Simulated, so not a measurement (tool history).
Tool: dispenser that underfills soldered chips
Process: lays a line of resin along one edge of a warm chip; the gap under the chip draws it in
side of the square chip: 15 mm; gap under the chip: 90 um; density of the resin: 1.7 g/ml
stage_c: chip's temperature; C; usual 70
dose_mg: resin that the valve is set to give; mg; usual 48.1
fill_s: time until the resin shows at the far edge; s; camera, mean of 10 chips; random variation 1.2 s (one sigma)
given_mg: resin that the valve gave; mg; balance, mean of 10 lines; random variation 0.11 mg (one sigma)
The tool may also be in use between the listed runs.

run	hour	stage_c	dose_mg	fill_s	given_mg
1	0	70	48.1	151.4	47.28
2	7.1	74	48.1	111.4	47.02
3	20.7	74	48.1	114.3	47.94
4	32.9	70	52.1	133.7	51.77
5	47.6	70	48.1	141.4	47.67
6	55	70	48.1	131.5	47.49
7	64.4	70	48.1	123.9	47.25
8	81.1	70	48.1	137.2	47.12
9	96.3	56	48.1	299	48.09
10	109.2	84	48.1	73.8	47.72
11	123	84	48.1	77.7	47.66
12	132.6	84	48.1	75.4	47.5
13	143.9	70	48.1	148	47.35
14	151.5	70	48.1	136.5	47.17
15	167.5	70	49.2	145.4	48.98
16	176.8	70	49.2	135.6	48.84
17	186.8	81	48.1	76	47.79
18	198.5	75	60.6	99	59.72
19	212.7	80	44.7	85.9	43.8
20	224.8	79	45	92.6	44.02
21	240.1	56	50.5	304.3	49.99
22	248.7	55	48.2	303.4	47.6
23	255.6	55	48.2	347	47.7
24	268.8	80	42.3	81.6	41.41
25	281	80	42.3	85.8	41.09
26	291.8	80	42.3	82.5	41.14
27	299.6	80	42.3	94.4	42.41
28	316.4	80	42.3	80.6	41.85
29	332.6	80	42.3	90	41.7
30	341.3	80	42.3	81.9	41.79
31	351.3	80	42.3	101.3	41.44
32	368.8	80	42.3	86.8	42.41
33	382.8	76	57.3	102.8	56.93

Not shown: 38 entries that the log had between the listed runs. Between which runs, and how does the tool's hidden state differ before and after?
Between runs 1 and 2: new syringe of resin (hour 1.8)
  resin's viscosity, % of fresh resin's: 122.2 -> 110.1; dose that the valve gives, % of what is set: 97.96 -> 97.71; true chip temperature over the reading, C: -1.1 -> -1.12
  measured less the result without the state, fill_s: +34.8 -> +16.2 s; given_mg: -0.98 -> -1.1 mg
Between runs 2 and 3: new syringe of resin (hour 14.4); dispensing valve cleaned and set on the balance (hour 19.8)
  resin's viscosity, % of fresh resin's: 110.1 -> 110.9; dose that the valve gives, % of what is set: 97.71 -> 99.94; true chip temperature over the reading, C: -1.12 -> -1.15
  measured less the result without the state, fill_s: +16.2 -> +17 s; given_mg: -1.1 -> -0.03 mg
Between runs 3 and 4: new syringe of resin (hour 28.2)
  resin's viscosity, % of fresh resin's: 110.9 -> 110.1; dose that the valve gives, % of what is set: 99.94 -> 99.52; true chip temperature over the reading, C: -1.15 -> -1.19
  measured less the result without the state, fill_s: +17 -> +19.5 s; given_mg: -0.03 -> -0.25 mg
Between runs 4 and 5: new syringe of resin (hour 40.7)
  resin's viscosity, % of fresh resin's: 110.1 -> 113.7; dose that the valve gives, % of what is set: 99.52 -> 99; true chip temperature over the reading, C: -1.19 -> -1.23
  measured less the result without the state, fill_s: +19.5 -> +24.8 s; given_mg: -0.25 -> -0.48 mg
Between runs 5 and 6: new syringe of resin (hour 52.5)
  resin's viscosity, % of fresh resin's: 113.7 -> 105.6; dose that the valve gives, % of what is set: 99 -> 98.72; true chip temperature over the reading, C: -1.23 -> -1.25
  measured less the result without the state, fill_s: +24.8 -> +14.9 s; given_mg: -0.48 -> -0.62 mg
Between runs 6 and 7: new syringe of resin (hour 64.4)
  resin's viscosity, % of fresh resin's: 105.6 -> 99.8; dose that the valve gives, % of what is set: 98.72 -> 98.4; true chip temperature over the reading, C: -1.25 -> -1.28
  measured less the result without the state, fill_s: +14.9 -> +7.9 s; given_mg: -0.62 -> -0.76 mg
Between runs 7 and 8: new syringe of resin (hour 76.1)
  resin's viscosity, % of fresh resin's: 99.8 -> 110.7; dose that the valve gives, % of what is set: 98.4 -> 97.8; true chip temperature over the reading, C: -1.28 -> -1.32
  measured less the result without the state, fill_s: +7.9 -> +21.8 s; given_mg: -0.76 -> -1.05 mg
Between runs 8 and 9: new syringe of resin (hour 88.8); dispensing valve cleaned and set on the balance (hour 89.8)
  resin's viscosity, % of fresh resin's: 110.7 -> 114.9; dose that the valve gives, % of what is set: 97.8 -> 99.84; true chip temperature over the reading, C: -1.32 -> -1.36
  measured less the result without the state, fill_s: +21.8 -> +57.5 s; given_mg: -1.05 -> -0.07 mg
Between runs 9 and 10: new syringe of resin (hour 101.4)
  resin's viscosity, % of fresh resin's: 114.9 -> 116.1; dose that the valve gives, % of what is set: 99.84 -> 99.38; true chip temperature over the reading, C: -1.36 -> -1.39
  measured less the result without the state, fill_s: +57.5 -> +14.3 s; given_mg: -0.07 -> -0.3 mg
Between runs 10 and 11: new syringe of resin (hour 113.2)
  resin's viscosity, % of fresh resin's: 116.1 -> 123.7; dose that the valve gives, % of what is set: 99.38 -> 98.95; true chip temperature over the reading, C: -1.39 -> -1.43
  measured less the result without the state, fill_s: +14.3 -> +19.1 s; given_mg: -0.3 -> -0.51 mg
Between runs 11 and 12: new syringe of resin (hour 124.8)
  resin's viscosity, % of fresh resin's: 123.7 -> 118.9; dose that the valve gives, % of what is set: 98.95 -> 98.58; true chip temperature over the reading, C: -1.43 -> -1.46
  measured less the result without the state, fill_s: +19.1 -> +16.3 s; given_mg: -0.51 -> -0.68 mg
Between runs 12 and 13: new syringe of resin (hour 136.6)
  resin's viscosity, % of fresh resin's: 118.9 -> 117.1; dose that the valve gives, % of what is set: 98.58 -> 98.14; true chip temperature over the reading, C: -1.46 -> -1.49
  measured less the result without the state, fill_s: +16.3 -> +31.3 s; given_mg: -0.68 -> -0.9 mg
Between runs 13 and 14: new syringe of resin (hour 148.3)
  resin's viscosity, % of fresh resin's: 117.1 -> 107.1; dose that the valve gives, % of what is set: 98.14 -> 97.86; true chip temperature over the reading, C: -1.49 -> -1.51
  measured less the result without the state, fill_s: +31.3 -> +19.1 s; given_mg: -0.9 -> -1.03 mg
Between runs 14 and 15: dispensing valve cleaned and set on the balance (hour 158.9); new syringe of resin (hour 160.8)
  resin's viscosity, % of fresh resin's: 107.1 -> 115.5; dose that the valve gives, % of what is set: 97.86 -> 99.63; true chip temperature over the reading, C: -1.51 -> -1.56
  measured less the result without the state, fill_s: +19.1 -> +29 s; given_mg: -1.03 -> -0.18 mg
Between runs 15 and 16: new syringe of resin (hour 172.8)
  resin's viscosity, % of fresh resin's: 115.5 -> 107.4; dose that the valve gives, % of what is set: 99.63 -> 99.27; true chip temperature over the reading, C: -1.56 -> -1.58
  measured less the result without the state, fill_s: +29 -> +19.2 s; given_mg: -0.18 -> -0.36 mg
Between runs 16 and 17: new syringe of resin (hour 184.9)
  resin's viscosity, % of fresh resin's: 107.4 -> 103.4; dose that the valve gives, % of what is set: 99.27 -> 98.98; true chip temperature over the reading, C: -1.58 -> -1.61
  measured less the result without the state, fill_s: +19.2 -> +8 s; given_mg: -0.36 -> -0.49 mg
Between runs 17 and 18: new syringe of resin (hour 197.1)
  resin's viscosity, % of fresh resin's: 103.4 -> 103; dose that the valve gives, % of what is set: 98.98 -> 98.57; true chip temperature over the reading, C: -1.61 -> -1.64
  measured less the result without the state, fill_s: +8 -> +10.4 s; given_mg: -0.49 -> -0.87 mg
Between runs 18 and 19: new syringe of resin (hour 208.9)
  resin's viscosity, % of fresh resin's: 103 -> 107.4; dose that the valve gives, % of what is set: 98.57 -> 98.03; true chip temperature over the reading, C: -1.64 -> -1.68
  measured less the result without the state, fill_s: +10.4 -> +12.5 s; given_mg: -0.87 -> -0.88 mg
Between runs 19 and 20: new syringe of resin (hour 220.4)
  resin's viscosity, % of fresh resin's: 107.4 -> 110.9; dose that the valve gives, % of what is set: 98.03 -> 97.58; true chip temperature over the reading, C: -1.68 -> -1.71
  measured less the result without the state, fill_s: +12.5 -> +16.2 s; given_mg: -0.88 -> -1.09 mg
Between runs 20 and 21: dispensing valve cleaned and set on the balance (hour 228.6); new syringe of resin (hour 232.9)
  resin's viscosity, % of fresh resin's: 110.9 -> 116.1; dose that the valve gives, % of what is set: 97.58 -> 99.15; true chip temperature over the reading, C: -1.71 -> -1.75
  measured less the result without the state, fill_s: +16.2 -> +66.6 s; given_mg: -1.09 -> -0.43 mg
Between runs 21 and 22: new syringe of resin (hour 245)
  resin's viscosity, % of fresh resin's: 116.1 -> 107.7; dose that the valve gives, % of what is set: 99.15 -> 98.82; true chip temperature over the reading, C: -1.75 -> -1.77
  measured less the result without the state, fill_s: +66.6 -> +48.5 s; given_mg: -0.43 -> -0.57 mg
Between runs 23 and 24: new syringe of resin (hour 256.9); new syringe of resin (hour 268.4)
  resin's viscosity, % of fresh resin's: 123.8 -> 101; dose that the valve gives, % of what is set: 98.57 -> 98.02; true chip temperature over the reading, C: -1.79 -> -1.83
  measured less the result without the state, fill_s: +94.1 -> +8.1 s; given_mg: -0.69 -> -0.84 mg
Between runs 24 and 25: new syringe of resin (hour 280)
  resin's viscosity, % of fresh resin's: 101 -> 103.3; dose that the valve gives, % of what is set: 98.02 -> 97.57; true chip temperature over the reading, C: -1.83 -> -1.86
  measured less the result without the state, fill_s: +8.1 -> +10.6 s; given_mg: -0.84 -> -1.02 mg
Between runs 25 and 26: new syringe of resin (hour 291.8)
  resin's viscosity, % of fresh resin's: 103.3 -> 99.8; dose that the valve gives, % of what is set: 97.57 -> 97.16; true chip temperature over the reading, C: -1.86 -> -1.89
  measured less the result without the state, fill_s: +10.6 -> +7.9 s; given_mg: -1.02 -> -1.2 mg
Between runs 26 and 27: dispensing valve cleaned and set on the balance (hour 297.6)
  resin's viscosity, % of fresh resin's: 99.8 -> 114.5; dose that the valve gives, % of what is set: 97.16 -> 100.14; true chip temperature over the reading, C: -1.89 -> -1.91
  measured less the result without the state, fill_s: +7.9 -> +19 s; given_mg: -1.2 -> +0.06 mg
Between runs 27 and 28: new syringe of resin (hour 304.3); new syringe of resin (hour 316.4)
  resin's viscosity, % of fresh resin's: 114.5 -> 99; dose that the valve gives, % of what is set: 100.14 -> 99.49; true chip temperature over the reading, C: -1.91 -> -1.95
  measured less the result without the state, fill_s: +19 -> +6.6 s; given_mg: +0.06 -> -0.22 mg
Between runs 28 and 29: new syringe of resin (hour 327.9)
  resin's viscosity, % of fresh resin's: 99 -> 110; dose that the valve gives, % of what is set: 99.49 -> 98.91; true chip temperature over the reading, C: -1.95 -> -2
  measured less the result without the state, fill_s: +6.6 -> +16 s; given_mg: -0.22 -> -0.46 mg
Between runs 29 and 30: new syringe of resin (hour 340.4)
  resin's viscosity, % of fresh resin's: 110 -> 101; dose that the valve gives, % of what is set: 98.91 -> 98.6; true chip temperature over the reading, C: -2 -> -2.02
  measured less the result without the state, fill_s: +16 -> +8.7 s; given_mg: -0.46 -> -0.59 mg
Between runs 31 and 32: new syringe of resin (hour 353.1); new syringe of resin (hour 364.9); dispensing valve cleaned and set on the balance (hour 367.1)
  resin's viscosity, % of fresh resin's: 123.5 -> 105.9; dose that the valve gives, % of what is set: 98.22 -> 100.04; true chip temperature over the reading, C: -2.05 -> -2.1
  measured less the result without the state, fill_s: +27.6 -> +12.6 s; given_mg: -0.75 -> +0.02 mg
Between runs 32 and 33: new syringe of resin (hour 377.8)
  resin's viscosity, % of fresh resin's: 105.9 -> 108.7; dose that the valve gives, % of what is set: 100.04 -> 99.56; true chip temperature over the reading, C: -2.1 -> -2.13
  measured less the result without the state, fill_s: +12.6 -> +17.6 s; given_mg: +0.02 -> -0.25 mg

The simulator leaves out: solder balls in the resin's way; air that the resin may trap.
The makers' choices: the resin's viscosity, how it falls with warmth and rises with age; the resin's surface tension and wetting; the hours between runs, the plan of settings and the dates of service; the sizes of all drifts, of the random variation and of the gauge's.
